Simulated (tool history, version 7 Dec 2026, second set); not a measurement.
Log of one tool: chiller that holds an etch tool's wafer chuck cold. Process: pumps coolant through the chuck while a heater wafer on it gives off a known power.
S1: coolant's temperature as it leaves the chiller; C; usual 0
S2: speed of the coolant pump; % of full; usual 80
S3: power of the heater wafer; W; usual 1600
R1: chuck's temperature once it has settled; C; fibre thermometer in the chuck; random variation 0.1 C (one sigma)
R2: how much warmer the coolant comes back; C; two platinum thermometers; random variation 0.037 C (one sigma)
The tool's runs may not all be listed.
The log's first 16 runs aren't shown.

{"run": 17, "day": 28.925, "S1": 0, "S2": 76, "S3": 1600, "R1": 19.7, "R2": 7.71}
{"run": 18, "day": 30.121, "S1": -1, "S2": 73, "S3": 1599, "R1": 19.4, "R2": 8.09}
{"run": 19, "day": 31.758, "S1": 0, "S2": 80, "S3": 1505, "R1": 17.7, "R2": 6.88}
{"run": 20, "day": 33.292, "S1": 0, "S2": 80, "S3": 1652, "R1": 19.9, "R2": 7.56}
{"run": 21, "day": 35.796, "S1": 0, "S2": 80, "S3": 1652, "R1": 19.6, "R2": 7.54}
{"run": 22, "day": 37.788, "S1": 0, "S2": 80, "S3": 1652, "R1": 19.7, "R2": 7.53}
{"run": 23, "day": 40.288, "S1": 0, "S2": 80, "S3": 2140, "R1": 25.6, "R2": 9.83}
{"run": 24, "day": 41.442, "S1": 0, "S2": 71, "S3": 2152, "R1": 27.9, "R2": 11.11}
{"run": 25, "day": 43.175, "S1": -4, "S2": 79, "S3": 2344, "R1": 24.3, "R2": 10.8}
{"run": 26, "day": 44.658, "S1": -4, "S2": 79, "S3": 2344, "R1": 24.1, "R2": 10.81}
{"run": 27, "day": 45.808, "S1": -5, "S2": 80, "S3": 2037, "R1": 19.3, "R2": 9.23}
{"run": 28, "day": 47.346, "S1": 0, "S2": 86, "S3": 2037, "R1": 23.2, "R2": 8.47}
{"run": 29, "day": 48.883, "S1": 0, "S2": 86, "S3": 2037, "R1": 23.2, "R2": 8.43}
{"run": 30, "day": 50.079, "S1": 3, "S2": 86, "S3": 2384, "R1": 30.0, "R2": 10.0}
{"run": 31, "day": 51.75, "S1": 0, "S2": 60, "S3": 1600, "R1": 23.3, "R2": 9.96}

Forecast each of these 4 alternatives for the next run:
{"run": "A", "day": 52.988, "S1": -5, "S2": 60, "S3": 885, "R1": "?", "R2": "?"}
{"run": "B", "day": 52.988, "S1": 4, "S2": 96, "S3": 1600, "R1": "?", "R2": "?"}
{"run": "C", "day": 52.988, "S1": 0, "S2": 93, "S3": 872, "R1": "?", "R2": "?"}
{"run": "D", "day": 52.988, "S1": -9, "S2": 93, "S3": 1008, "R1": "?", "R2": "?"}

run=A R1=8.0 R2=5.41
run=B R1=20.7 R2=5.84
run=C R1=9.4 R2=3.18
run=D R1=1.9 R2=3.74
Without the tool's hidden state the same runs would have given:
run=A R1=8.0 R2=5.59
run=B R1=20.7 R2=6.02
run=C R1=9.3 R2=3.37
run=D R1=1.9 R2=3.92
